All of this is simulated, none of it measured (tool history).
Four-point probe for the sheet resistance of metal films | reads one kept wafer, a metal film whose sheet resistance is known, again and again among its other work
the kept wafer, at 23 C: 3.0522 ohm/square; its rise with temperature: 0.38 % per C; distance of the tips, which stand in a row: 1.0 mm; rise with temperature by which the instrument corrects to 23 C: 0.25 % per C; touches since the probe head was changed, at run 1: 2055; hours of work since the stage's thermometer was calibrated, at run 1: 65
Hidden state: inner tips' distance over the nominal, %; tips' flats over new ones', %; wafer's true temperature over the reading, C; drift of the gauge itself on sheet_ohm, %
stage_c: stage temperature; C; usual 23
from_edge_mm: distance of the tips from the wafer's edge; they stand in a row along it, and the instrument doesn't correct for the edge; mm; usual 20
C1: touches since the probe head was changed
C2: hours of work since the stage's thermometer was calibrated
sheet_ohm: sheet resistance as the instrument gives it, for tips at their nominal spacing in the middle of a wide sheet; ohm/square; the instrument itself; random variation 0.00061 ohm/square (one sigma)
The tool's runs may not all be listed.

run 1 hour=0.0 | stage_c=23 from_edge_mm=20 | C1=2055 C2=65 | sheet_ohm=3.052535
run 2 hour=9.5 | stage_c=23 from_edge_mm=20 | C1=2217 C2=70 | sheet_ohm=3.051866
run 3 hour=23.7 | stage_c=23 from_edge_mm=20 | C1=2457 C2=78 | sheet_ohm=3.051564
run 4 hour=38.9 | stage_c=28 from_edge_mm=20 | C1=2715 C2=86 | sheet_ohm=3.073077
run 5 hour=53.3 | stage_c=28 from_edge_mm=20 | C1=2960 C2=94 | sheet_ohm=3.072575
run 6 hour=62.6 | stage_c=28 from_edge_mm=5 | C1=3118 C2=99 | sheet_ohm=3.132826
run 7 hour=76.5 | stage_c=28 from_edge_mm=5 | C1=3354 C2=106 | sheet_ohm=3.132884
run 8 hour=83.5 | stage_c=23 from_edge_mm=20 | C1=3473 C2=110 | sheet_ohm=3.051456
run 9 hour=91.9 | stage_c=23 from_edge_mm=20 | C1=3615 C2=115 | sheet_ohm=3.053110
run 10 hour=99.2 | stage_c=23 from_edge_mm=20 | C1=3740 C2=119 | sheet_ohm=3.052415
run 11 hour=111.6 | stage_c=23 from_edge_mm=20 | C1=3951 C2=125 | sheet_ohm=3.052326
run 12 hour=124.1 | stage_c=23 from_edge_mm=20 | C1=4163 C2=132 | sheet_ohm=3.052848
run 13 hour=138.4 | stage_c=23 from_edge_mm=20 | C1=4405 C2=140 | sheet_ohm=3.053280
run 14 hour=153.8 | stage_c=23 from_edge_mm=18 | C1=4667 C2=148 | sheet_ohm=3.054133
run 15 hour=167.6 | stage_c=23 from_edge_mm=5 | C1=4901 C2=156 | sheet_ohm=3.113015
run 16 hour=182.2 | stage_c=23 from_edge_mm=5 | C1=5149 C2=163 | sheet_ohm=3.113703
-- hour=183.8 stage's thermometer calibrated
run 17 hour=190.9 | stage_c=23 from_edge_mm=20 | C1=5287 C2=4 | sheet_ohm=3.053558
run 18 hour=199.0 | stage_c=23 from_edge_mm=20 | C1=5426 C2=8 | sheet_ohm=3.053109
run 19 hour=211.4 | stage_c=23 from_edge_mm=18 | C1=5636 C2=15 | sheet_ohm=3.054581
-- hour=220.8 stage's thermometer calibrated, once more
run 20 hour=221.8 | stage_c=23 from_edge_mm=18 | C1=5804 C2=0 | sheet_ohm=3.054873
run 21 hour=233.8 | stage_c=23 from_edge_mm=18 | C1=6008 C2=7 | sheet_ohm=3.054122
run 22 hour=241.3 | stage_c=23 from_edge_mm=38 | C1=6136 C2=11 | sheet_ohm=3.049916
run 23 hour=249.7 | stage_c=30 from_edge_mm=9 | C1=6279 C2=16 | sheet_ohm=3.098021
run 24 hour=256.1 | stage_c=30 from_edge_mm=9 | C1=6386 C2=19 | sheet_ohm=3.096340
run 25 hour=268.9 | stage_c=23 from_edge_mm=4 | C1=6604 C2=26 | sheet_ohm=3.148527
run 26 hour=275.4 | stage_c=23 from_edge_mm=4 | C1=6714 C2=29 | sheet_ohm=3.148670
run 27 hour=284.2 | stage_c=21 from_edge_mm=65 | C1=6864 C2=34 | sheet_ohm=3.040990
run 28 hour=291.2 | stage_c=29 from_edge_mm=12 | C1=6982 C2=38 | sheet_ohm=3.085214
run 29 hour=299.8 | stage_c=29 from_edge_mm=12 | C1=7129 C2=43 | sheet_ohm=3.084782
run 30 hour=309.1 | stage_c=31 from_edge_mm=17 | C1=7286 C2=48 | sheet_ohm=3.086397
run 31 hour=320.6 | stage_c=25 from_edge_mm=9 | C1=7483 C2=54 | sheet_ohm=3.077327
run 32 hour=328.3 | stage_c=20 from_edge_mm=9 | C1=7613 C2=58 | sheet_ohm=3.057198
run 33 hour=338.8 | stage_c=20 from_edge_mm=9 | C1=7791 C2=64 | sheet_ohm=3.059047
run 34 hour=346.6 | stage_c=20 from_edge_mm=9 | C1=7924 C2=68 | sheet_ohm=3.057254
run 35 hour=362.0 | stage_c=20 from_edge_mm=9 | C1=8185 C2=76 | sheet_ohm=3.057118
run 36 hour=368.3 | stage_c=20 from_edge_mm=9 | C1=8291 C2=79 | sheet_ohm=3.058690
run 37 hour=381.0 | stage_c=20 from_edge_mm=9 | C1=8507 C2=86 | sheet_ohm=3.057670
run 38 hour=390.6 | stage_c=21 from_edge_mm=9 | C1=8670 C2=91 | sheet_ohm=3.062990
run 39 hour=398.3 | stage_c=21 from_edge_mm=9 | C1=8801 C2=96 | sheet_ohm=3.062144
run 40 hour=406.4 | stage_c=32 from_edge_mm=33 | C1=8939 C2=100 | sheet_ohm=3.086238
run 41 hour=414.2 | stage_c=22 from_edge_mm=18 | C1=9071 C2=104 | sheet_ohm=3.051344
run 42 hour=427.6 | stage_c=22 from_edge_mm=18 | C1=9298 C2=111 | sheet_ohm=3.052083
run 43 hour=438.8 | stage_c=34 from_edge_mm=16 | C1=9489 C2=117 | sheet_ohm=3.100118
run 44 hour=445.8 | stage_c=34 from_edge_mm=16 | C1=9608 C2=121 | sheet_ohm=3.100228

Forecast each of these 4 alternatives for the next run:
run A hour=458.2 | stage_c=26 from_edge_mm=16 | C1=9819 C2=128 | sheet_ohm=?
run B hour=458.2 | stage_c=34 from_edge_mm=8 | C1=9819 C2=128 | sheet_ohm=?
run C hour=458.2 | stage_c=23 from_edge_mm=14 | C1=9819 C2=128 | sheet_ohm=?
run D hour=458.2 | stage_c=31 from_edge_mm=4 | C1=9819 C2=128 | sheet_ohm=?

run=A sheet_ohm=3.068165
run=B sheet_ohm=3.119206
run=C sheet_ohm=3.058914
run=D sheet_ohm=3.182418
Without the tool's hidden state the same runs would have given:
run=A sheet_ohm=3.069615
run=B sheet_ohm=3.120689
run=C sheet_ohm=3.060355
run=D sheet_ohm=3.183924
